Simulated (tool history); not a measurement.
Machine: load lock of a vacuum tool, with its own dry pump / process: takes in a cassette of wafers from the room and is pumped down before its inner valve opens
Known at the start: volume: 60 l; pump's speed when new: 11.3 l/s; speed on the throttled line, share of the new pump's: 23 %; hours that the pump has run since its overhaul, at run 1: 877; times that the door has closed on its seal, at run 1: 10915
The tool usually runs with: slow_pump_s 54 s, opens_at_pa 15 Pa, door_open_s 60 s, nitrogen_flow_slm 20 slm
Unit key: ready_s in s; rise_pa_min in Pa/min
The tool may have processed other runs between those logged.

run    hour  slow_pump_s  opens_at_pa  door_open_s  nitrogen_flow_slm  hours that the pump has run since its overhaul  times that the door has closed on its seal  incoming humidity of the room's air, %  ready_s  rise_pa_min
  1     0.0           54           15           60                 20                                             877                                       10915                                    47.8     89.3        0.225
  2   111.9           33           15           60                 20                                             989                                       11291                                    43.4     72.3        0.227
  3   317.8           33           15           60                 20                                            1195                                       11985                                    42.7     72.8        0.239
  4   530.2           33           15           60                 20                                            1408                                       12700                                    45.5     72.5        0.267
  5   632.7           54           30           60                 20                                            1510                                       13045                                    42.3     86.5        0.276
  6   842.5           54           30           60                 20                                            1720                                       13752                                    46.6     85.8        0.311
  7   943.3           54           30           60                 20                                            1821                                       14091                                    45.5     85.1        0.315
  8  1156.0           54           30           60                 20                                            2033                                       14808                                    43.6     85.3        0.348
  9  1316.2           54           15           67                 20                                            2194                                       15347                                    45.0     89.2        0.373
 10  1500.5           54           15           67                 20                                            2378                                       15968                                    42.3     88.6        0.398
 11  1676.0           54           15           67                 20                                            2553                                       16559                                    43.9     90.1        0.418
 12  1861.9           54           15           67                 20                                            2739                                       17185                                    43.9     89.8        0.441
 13  1971.5           54           15           60                  5                                            2849                                       17554                                    43.3     89.0        0.481
 14  2073.4           54           15           60                  5                                            2951                                       17897                                    43.3     89.2        0.504
 15  2205.2           54           15           60                 20                                            3083                                       18341                                    46.0     90.0        0.500
 16  2419.4           54           15           60                 20                                            3297                                       19062                                    44.1     89.7        0.533
 17  2569.1           54           15           60                  5                                            3446                                       19566                                    44.2     89.5        0.583
 18  2755.8           54           15           60                  5                                            3633                                       20195                                    46.0     90.3        0.612
     2871.5  -- door's seal changed, seat wiped
 19  2919.7           54           15           60                  5                                            3796                                         163                                    44.5     88.8        0.056
 20  3038.0          105           17           60                  5                                            3914                                         561                                    44.0    128.7        0.057
 21  3177.3           84           19           60                 12                                            4053                                        1030                                    45.4    112.1        0.051
 22  3326.0           33           19          145                 12                                            4202                                        1531                                    46.4     73.4        0.073
 23  3464.2           62           19          113                 12                                            4340                                        1997                                    41.4     95.8        0.063
 24  3615.5           84           10          120                 41                                            4491                                        2506                                    47.1    116.5        0.056
 25  3749.4           84           10          120                 41                                            4625                                        2957                                    45.6    115.3        0.065
 26  3851.8           54           15          130                 20                                            4728                                        3302                                    47.2     90.8        0.085
 27  3963.8           43           15           67                 40                                            4840                                        3679                                    43.4     83.1        0.067
 28  4135.0           35           16          195                 20                                            5011                                        4256                                    44.5     76.5        0.106
 29  4255.4           35           16          195                 20                                            5131                                        4661                                    46.9     75.9        0.118
 30  4387.3           54           16          200                 20                                            5263                                        5105                                    42.3     89.9        0.117
 31  4601.6           41           29           65                 15                                            5477                                        5827                                    44.4     77.4        0.122
 32  4811.9           57           29           27                 15                                            5688                                        6535                                    42.6     89.8        0.131
 33  4965.6           57           29           27                 15                                            5841                                        7053                                    48.4     90.7        0.142
 34  5066.2           54           15          169                  5                                            5942                                        7391                                    45.1     90.6        0.205
 35  5185.1           82           15          130                  5                                            6061                                        7792                                    46.7    112.3        0.203
 36  5355.9           61           15          184                 20                                            6232                                        8367                                    42.5     96.5        0.188

Alternative continuations, all from the tool just after run 36; predict every row:
  A  5452.3           54           11           60                 20                                            6328                                        8692                                    43.2        ?            ?
  B  5452.3           28           16           46                 20                                            6328                                        8692                                    46.4        ?            ?
  C  5452.3           54           15           83                  8                                            6328                                        8692                                    45.3        ?            ?

run  ready_s  rise_pa_min
  A     93.5        0.189
  B     71.9        0.185
  C     91.2        0.215
The same runs, with their run-to-run variation unchanged, on a tool lacking any hidden condition would have given:
run  ready_s  rise_pa_min
  A     90.3        0.031
  B     68.5        0.029
  C     88.2        0.057
